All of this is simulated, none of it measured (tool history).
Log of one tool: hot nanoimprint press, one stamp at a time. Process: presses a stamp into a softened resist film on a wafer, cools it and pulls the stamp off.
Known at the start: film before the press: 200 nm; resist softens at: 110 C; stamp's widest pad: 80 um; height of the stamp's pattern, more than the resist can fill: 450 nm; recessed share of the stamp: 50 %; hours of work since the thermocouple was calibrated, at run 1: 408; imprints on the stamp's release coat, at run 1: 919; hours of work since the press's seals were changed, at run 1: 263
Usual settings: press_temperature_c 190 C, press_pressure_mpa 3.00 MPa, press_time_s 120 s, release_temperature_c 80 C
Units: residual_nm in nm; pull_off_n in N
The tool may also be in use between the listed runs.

run	day	press_temperature_c	press_pressure_mpa	press_time_s	release_temperature_c	hours of work since the thermocouple was calibrated	imprints on the stamp's release coat	hours of work since the press's seals were changed	residual_nm	pull_off_n
1	0.000	190	3.00	120	80	408	919	263	88.6	294
2	0.250	190	3.00	120	80	413	940	267	88.6	304
3	0.642	190	3.00	120	80	420	973	274	88.6	317
4	1.012	190	3.00	120	65	426	1004	281	88.7	370
5	1.288	190	2.80	120	80	431	1027	286	91.4	298
6	1.571	190	3.00	120	80	436	1052	291	88.4	304
7	1.838	190	3.00	120	80	441	1074	295	88.5	332
8	2.283	190	3.00	120	80	449	1112	303	88.3	329
9	2.567	190	3.00	120	80	454	1135	308	88.3	315
10	2.779	187	3.00	146	80	458	1154	312	92.3	318
11	2.983	191	4.75	119	76	462	1171	316	68.3	327
12	3.375	180	4.75	83	76	469	1204	323	118.5	342
13	3.625	190	3.00	120	86	473	1225	327	88.6	293
14	4.079	180	2.44	120	86	481	1263	336	135.3	307
15	4.500	180	3.01	120	85	489	1299	343	126.1	316
16	4.792	190	3.89	120	68	494	1323	348	78.0	384
17	5.142	190	3.89	120	68	500	1353	355	78.0	392

Forecast each of these 5 alternatives for the next run:
A	5.333	188	3.00	120	69	504	1369	358	?	?
B	5.333	190	2.53	120	68	504	1369	358	?	?
C	5.333	196	3.89	120	68	504	1369	358	?	?
D	5.333	193	3.89	231	68	504	1369	358	?	?
E	5.333	181	3.96	217	68	504	1369	358	?	?

run	residual_nm	pull_off_n
A	95.0	392
B	95.6	394
C	62.1	394
D	53.3	391
E	88.8	399
Without the tool's hidden state the same runs would have given:
run	residual_nm	pull_off_n
A	98.1	271
B	98.8	273
C	63.8	274
D	54.8	271
E	91.8	277
